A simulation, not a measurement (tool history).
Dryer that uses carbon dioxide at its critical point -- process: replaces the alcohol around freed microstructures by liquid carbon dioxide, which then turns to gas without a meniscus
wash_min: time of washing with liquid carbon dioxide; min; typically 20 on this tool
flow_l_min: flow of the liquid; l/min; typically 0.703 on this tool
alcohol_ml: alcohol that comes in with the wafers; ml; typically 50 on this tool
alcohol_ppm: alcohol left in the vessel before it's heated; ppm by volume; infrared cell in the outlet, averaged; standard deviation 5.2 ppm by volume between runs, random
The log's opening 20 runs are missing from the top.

run,hour,wash_min,flow_l_min,alcohol_ml,hours of work since the filter was changed,hours of work since the purifier's bed was changed,alcohol_ppm
21,154.0,15,0.835,22,142,472,185
22,161.0,17,0.563,47,148,478,744
23,172.4,17,0.563,47,157,487,763
24,178.1,17,0.563,47,162,491,758
25,187.6,22,0.518,47,169,499,421
# hour 194.5: inlet filter changed
26,194.5,22,0.518,47,0,503,351
27,205.7,29,0.493,50,9,512,180
28,211.4,16,0.665,50,13,517,486
29,217.1,17,1.106,25,18,521,109
30,223.7,17,1.106,25,23,526,100
31,235.0,21,0.703,36,32,535,169
32,243.0,24,0.576,65,38,542,259
33,251.2,24,0.576,65,45,548,251
34,258.3,24,0.576,60,50,554,235

Predict each of these 4 candidate next runs independently; none follows another, all start after run 34:
A,264.6,15,0.468,37,55,559,?
B,264.6,24,0.576,81,55,559,?
C,264.6,30,0.716,106,55,559,?
D,264.6,23,0.975,62,55,559,?

run,alcohol_ppm
A,1300
B,295
C,121
D,117
With no hidden state in the tool, these same runs would have given:
run,alcohol_ppm
A,1135
B,173
C,18
D,16
